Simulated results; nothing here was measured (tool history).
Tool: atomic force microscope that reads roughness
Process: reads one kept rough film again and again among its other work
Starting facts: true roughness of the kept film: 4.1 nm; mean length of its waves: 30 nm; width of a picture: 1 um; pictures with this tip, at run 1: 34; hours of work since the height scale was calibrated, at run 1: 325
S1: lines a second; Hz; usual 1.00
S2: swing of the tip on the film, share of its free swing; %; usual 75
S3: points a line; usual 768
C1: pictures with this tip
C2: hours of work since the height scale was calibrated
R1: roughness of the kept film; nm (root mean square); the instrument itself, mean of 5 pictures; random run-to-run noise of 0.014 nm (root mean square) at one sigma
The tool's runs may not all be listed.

run,hour,S1,S2,S3,C1,C2,R1
1,0.0,1.00,75,768,34,325,3.280
2,23.4,1.00,75,768,69,343,3.168
3,58.4,1.00,75,768,122,370,3.051
4,85.0,1.00,71,768,162,390,3.002
5,112.3,1.00,71,768,203,411,2.914
# hour 115.4: new tip fitted
6,140.9,1.00,71,768,39,432,3.311
7,162.5,1.84,75,768,71,448,2.984
8,184.9,1.84,75,768,105,465,2.873
9,208.4,1.00,75,768,141,483,2.985
10,245.1,1.00,75,768,196,511,2.871
# hour 252.2: new tip fitted
11,270.2,1.00,75,768,27,530,3.300
12,304.2,1.00,75,768,78,556,3.176
13,337.4,1.00,75,768,128,581,3.052
14,361.6,1.00,75,768,165,599,2.987
15,382.8,1.00,75,768,197,615,2.911
# hour 390.5: new tip fitted
16,410.0,1.00,75,768,29,635,3.267
17,435.6,1.00,75,541,68,655,3.176
18,473.4,1.45,75,541,125,684,2.950
19,498.8,1.45,75,541,163,703,2.878
# hour 526.7: new tip fitted
20,528.5,1.45,75,541,2,725,3.299
21,544.9,2.14,75,768,27,738,3.058
22,584.0,1.42,75,768,86,767,3.071
23,606.9,1.42,75,768,121,785,2.990
24,624.1,1.00,62,492,147,798,3.119
25,647.0,1.00,62,492,181,815,3.066
# hour 663.3: new tip fitted
26,686.0,3.71,75,278,34,844,2.723
27,716.6,3.71,75,278,81,868,2.624
28,744.1,0.67,66,261,122,889,3.192
29,783.4,0.67,66,261,181,918,3.058
# hour 798.7: new tip fitted
30,809.1,0.67,66,261,15,938,3.466
31,839.1,1.00,57,781,61,960,3.382
32,860.4,1.99,81,781,93,976,2.821
33,885.1,1.00,78,474,130,995,3.021
34,921.7,0.65,72,740,185,1023,3.045
# hour 935.4: new tip fitted
35,945.1,1.00,74,579,15,1040,3.340
36,983.2,3.09,75,599,72,1069,2.787
37,1005.0,3.09,75,373,105,1086,2.699
38,1038.7,3.09,75,373,156,1112,2.626
39,1059.4,3.09,75,373,187,1127,2.536
# hour 1072.5: new tip fitted
40,1093.5,1.00,82,768,31,1153,3.171
41,1120.5,1.00,82,768,72,1173,3.108
42,1147.0,1.30,82,774,112,1193,2.929
43,1179.7,1.89,59,450,161,1218,3.104
# hour 1210.4: new tip fitted
44,1212.9,1.00,72,768,4,1243,3.457
45,1250.6,1.00,72,768,60,1272,3.314

Branching from run 45: 3 alternative next runs. What would each branch give?
A,1283.0,1.00,88,257,109,1296,?
B,1283.0,1.82,67,768,109,1296,?
C,1283.0,1.00,57,543,109,1296,?

run,R1
A,2.912
B,3.101
C,3.312
Take away the tool's hidden state, keep each run's random variation, and the runs would have read:
run,R1
A,3.125
B,3.329
C,3.555

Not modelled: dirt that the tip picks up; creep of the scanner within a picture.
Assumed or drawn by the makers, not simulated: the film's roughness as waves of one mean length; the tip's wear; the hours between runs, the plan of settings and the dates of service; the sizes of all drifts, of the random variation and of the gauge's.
